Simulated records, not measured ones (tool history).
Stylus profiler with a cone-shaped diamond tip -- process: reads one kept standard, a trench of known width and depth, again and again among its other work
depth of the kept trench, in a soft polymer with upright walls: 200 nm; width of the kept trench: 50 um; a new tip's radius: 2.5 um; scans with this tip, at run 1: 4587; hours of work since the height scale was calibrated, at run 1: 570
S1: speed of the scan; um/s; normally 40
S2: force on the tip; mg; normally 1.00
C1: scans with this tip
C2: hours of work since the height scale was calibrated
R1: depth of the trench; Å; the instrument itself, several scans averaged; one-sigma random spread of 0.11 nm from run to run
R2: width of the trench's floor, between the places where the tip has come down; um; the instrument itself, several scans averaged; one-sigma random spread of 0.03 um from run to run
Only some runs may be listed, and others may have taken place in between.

run   hour   S1    S2    C1    C2      R1     R2
  1    0.0   40  1.00  4587   570  2016.4  47.80
  2   21.1   40  1.00  4691   582  2016.7  47.79
  3   42.9   40  1.00  4799   596  2017.7  47.74
  4   76.7   40  0.59  4965   616  2014.1  47.72
  5  101.0   40  0.59  5085   631  2015.2  47.78
  6  129.2   40  0.59  5224   649  2010.8  47.71
  7  148.9   44  1.00  5320   661  2019.1  47.86
  8  181.8   40  1.00  5483   681  2021.1  47.78
  9  214.6   40  1.00  5644   701  2018.5  47.78
 10  240.3  106  1.00  5771   717  2019.3  47.38
 11  271.8  106  1.00  5926   736  2017.8  47.41
 12  293.4  106  1.00  6033   749  2018.5  47.44
 13  317.6  106  1.00  6152   764  2016.9  47.41
 14  337.4   18  1.00  6250   776  2017.1  47.91
 15  359.1   18  1.00  6356   789  2016.9  47.91
 16  382.4   18  1.00  6471   803  2018.0  47.93
 17  412.5  116  0.73  6619   822  2015.4  47.26
 18  433.9  116  0.73  6725   835  2013.7  47.24
 19  447.8   22  2.54  6793   843  2034.2  47.89
 20  468.0   22  2.54  6893   856  2032.5  47.95
 21  486.9   22  2.54  6986   867  2032.0  47.94
 22  513.9  110  2.54  7119   884  2034.7  47.63
 23  534.6  110  2.54  7221   897  2034.3  47.60
 24  561.3  110  2.54  7353   913  2034.8  47.61
 25  591.8  110  2.54  7503   932  2034.5  47.64
 26  612.4  110  2.54  7605   944  2034.6  47.66
 27  630.4   26  1.07  7693   955  2020.6  47.90
 28  662.1   15  0.37  7849   975  2010.0  47.88
 29  678.1   55  2.46  7928   984  2031.8  47.81
 30  702.0   66  0.62  8046   999  2014.3  47.55
 31  725.0   17  1.00  8159  1013  2018.1  47.90

Predict each of these 5 candidate next runs independently; none follows another, all start after run 31:
  A  756.4   73  1.00  8314  1032   ?   ?
  B  756.4   40  0.37  8314  1032   ?   ?
  C  756.4   20  0.34  8314  1032   ?   ?
  D  756.4   25  0.56  8314  1032   ?   ?
  E  756.4  106  2.66  8314  1032   ?   ?

run      R1     R2
  A  2018.3  47.66
  B  2008.5  47.59
  C  2008.5  47.78
  D  2014.6  47.81
  E  2035.4  47.65
Without the tool's unlogged condition, the same runs would have read:
run      R1     R2
  A  2018.5  47.67
  B  2008.6  47.60
  C  2008.6  47.79
  D  2014.8  47.82
  E  2035.6  47.66
